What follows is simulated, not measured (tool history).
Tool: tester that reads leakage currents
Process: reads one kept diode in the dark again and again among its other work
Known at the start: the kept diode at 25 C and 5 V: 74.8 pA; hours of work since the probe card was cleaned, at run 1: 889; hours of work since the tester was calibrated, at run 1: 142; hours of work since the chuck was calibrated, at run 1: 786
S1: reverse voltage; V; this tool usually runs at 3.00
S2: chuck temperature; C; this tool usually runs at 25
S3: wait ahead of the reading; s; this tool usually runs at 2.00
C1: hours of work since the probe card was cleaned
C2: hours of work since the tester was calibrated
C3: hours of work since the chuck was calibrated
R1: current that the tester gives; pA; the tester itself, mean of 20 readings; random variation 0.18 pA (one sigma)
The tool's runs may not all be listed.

run,hour,S1,S2,S3,C1,C2,C3,R1
1,0.0,3.00,25,2.00,889,142,786,50.06
2,48.8,3.00,25,2.00,911,164,809,50.12
3,75.7,3.00,31,2.00,923,177,821,83.97
# hour 100.0: chuck's temperature calibrated
4,126.4,3.00,31,2.00,945,199,12,97.41
5,152.9,3.00,25,2.00,957,211,24,58.04
6,186.6,3.00,25,2.00,973,226,40,58.07
7,233.2,3.00,25,2.00,994,248,61,57.83
8,257.5,3.00,25,2.00,1005,259,72,57.57
9,294.3,3.00,25,4.66,1022,276,89,56.97
10,335.3,3.00,25,4.66,1041,294,107,56.93
11,361.2,3.00,25,3.07,1053,306,119,57.29
12,409.9,3.00,33,2.00,1075,328,142,112.86
13,444.7,3.00,23,2.00,1091,344,157,48.13
14,497.0,3.00,23,2.00,1115,368,181,47.62
15,535.7,3.00,25,0.69,1132,386,199,57.70
16,581.1,3.00,25,0.69,1153,407,220,57.72
17,620.8,3.00,25,0.33,1171,425,238,59.19
18,659.4,3.00,34,9.44,1189,442,255,120.71
19,682.5,3.00,34,9.44,1199,453,266,119.57
20,707.7,6.25,26,1.36,1211,464,278,95.34
21,745.2,1.84,26,0.49,1228,482,295,46.55
22,793.5,1.79,20,0.60,1250,504,317,27.32
23,820.0,12.23,20,0.60,1262,516,329,93.88
24,860.6,12.23,20,0.60,1281,534,347,93.89
25,915.2,12.23,20,0.60,1306,559,372,93.55
26,945.4,3.00,31,0.44,1319,573,386,93.88
27,986.3,3.00,31,0.44,1338,592,405,93.47
28,1031.5,3.00,31,0.44,1359,612,425,93.84

Entry by entry between the runs, the difference in hidden state between the last listed run before and the first listed run after:
In the gap between runs 3 and 4: chuck's temperature calibrated (hour 100.0)
  stray current of the dirty probe card, pA a volt: 0.826 -> 0.845; current scale over the true one, %: 0.07 -> 0.09; true chuck temperature over the reading, C: -1.91 -> -0.16
  measured less the result without the state, R1: -12.47 -> +1.20 pA
